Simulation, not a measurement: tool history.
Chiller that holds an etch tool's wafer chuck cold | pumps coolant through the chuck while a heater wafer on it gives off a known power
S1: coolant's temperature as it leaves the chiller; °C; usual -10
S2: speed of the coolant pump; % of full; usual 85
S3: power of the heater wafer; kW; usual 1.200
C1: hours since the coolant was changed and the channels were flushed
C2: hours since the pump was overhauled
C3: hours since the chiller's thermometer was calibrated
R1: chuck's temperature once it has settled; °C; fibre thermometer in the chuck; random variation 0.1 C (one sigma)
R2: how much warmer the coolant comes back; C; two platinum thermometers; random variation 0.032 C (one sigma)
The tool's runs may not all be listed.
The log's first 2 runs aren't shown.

Run 3, hour 41.1: usual settings; C1 2458; C2 1179; C3 2506. Result: R1 -1.5 °C, R2 3.44 C.
Run 4, hour 70.2: usual settings; C1 2487; C2 1208; C3 2535. Result: R1 -1.7 °C, R2 3.45 C.
Run 5, hour 101.2: usual settings but S3 1.316 kW; C1 2518; C2 1239; C3 2566. Result: R1 -0.9 °C, R2 3.78 C.
Run 6, hour 117.5: usual settings but S1 -12 °C; C1 2535; C2 1255; C3 2583. Result: R1 -3.9 °C, R2 3.43 C.
Run 7, hour 132.9: usual settings but S1 -20 °C; C1 2550; C2 1270; C3 2598. Result: R1 -11.6 °C, R2 3.45 C.
Run 8, hour 156.3: usual settings; C1 2573; C2 1294; C3 2621. Result: R1 -1.7 °C, R2 3.52 C.
Run 9, hour 179.5: usual settings; C1 2596; C2 1317; C3 2645. Result: R1 -1.6 °C, R2 3.52 C.
Run 10, hour 205.3: usual settings but S2 62 % of full; C1 2622; C2 1343; C3 2670. Result: R1 0.7 °C, R2 4.91 C.
Run 11, hour 225.7: usual settings but S2 62 % of full; C1 2643; C2 1363; C3 2691. Result: R1 0.6 °C, R2 5.00 C.
Run 12, hour 250.3: usual settings but S2 62 % of full; C1 2667; C2 1388; C3 2715. Result: R1 0.6 °C, R2 4.93 C.
Run 13, hour 269.9: usual settings but S2 62 % of full; C1 2687; C2 1408; C3 2735. Result: R1 0.6 °C, R2 4.94 C.
Run 14, hour 290.8: usual settings but S2 62 % of full; C1 2708; C2 1428; C3 2756. Result: R1 0.6 °C, R2 4.97 C.
Run 15, hour 318.8: usual settings but S2 62 % of full; C1 2736; C2 1456; C3 2784. Result: R1 0.4 °C, R2 4.96 C.
Run 16, hour 344.1: usual settings but S2 62 % of full; C1 2761; C2 1482; C3 2809. Result: R1 0.8 °C, R2 4.96 C.
Run 17, hour 362.0: usual settings but S2 100 % of full, S3 0.836 kW; C1 2779; C2 1500; C3 2827. Result: R1 -4.9 °C, R2 2.12 C.
Run 18, hour 383.9: usual settings but S2 100 % of full, S3 0.836 kW; C1 2801; C2 1522; C3 2849. Result: R1 -4.7 °C, R2 2.18 C.
Run 19, hour 406.9: usual settings but S2 71 % of full, S3 0.675 kW; C1 2824; C2 1544; C3 2872. Result: R1 -4.6 °C, R2 2.48 C.
Run 20, hour 426.3: usual settings but S2 84 % of full; C1 2843; C2 1564; C3 2891. Result: R1 -1.7 °C, R2 3.54 C.
Run 21, hour 443.9: usual settings but S1 -2 °C, S2 84 % of full, S3 1.468 kW; C1 2861; C2 1581; C3 2909. Result: R1 8.3 °C, R2 4.36 C.
Run 22, hour 462.4: usual settings but S1 -17 °C, S2 84 % of full, S3 0.860 kW; C1 2879; C2 1600; C3 2928. Result: R1 -11.1 °C, R2 2.72 C.
Run 23, hour 486.6: usual settings but S3 0.634 kW; C1 2904; C2 1624; C3 2952. Result: R1 -5.5 °C, R2 1.98 C.
Run 24, hour 518.6: usual settings but S1 -13 °C, S2 84 % of full, S3 0.634 kW; C1 2936; C2 1656; C3 2984. Result: R1 -8.5 °C, R2 2.02 C.
Run 25, hour 536.1: usual settings but S1 -13 °C, S2 84 % of full, S3 0.634 kW; C1 2953; C2 1674; C3 3001. Result: R1 -8.6 °C, R2 1.99 C.
Run 26, hour 565.1: usual settings but S1 -19 °C, S2 62 % of full, S3 0.658 kW; C1 2982; C2 1703; C3 3030. Result: R1 -13.1 °C, R2 2.85 C.

Forecast run 27:
Run 27, hour 597.4: usual settings but S1 -7 °C, S2 83 % of full, S3 1.156 kW; C1 3014; C2 1735; C3 3062. Result: R1 ?, R2 ?.

R1: 1.2 °C
R2: 3.57 C
Without the tool's hidden state the same run would have given R1 1.2 °C, R2 3.37 C.

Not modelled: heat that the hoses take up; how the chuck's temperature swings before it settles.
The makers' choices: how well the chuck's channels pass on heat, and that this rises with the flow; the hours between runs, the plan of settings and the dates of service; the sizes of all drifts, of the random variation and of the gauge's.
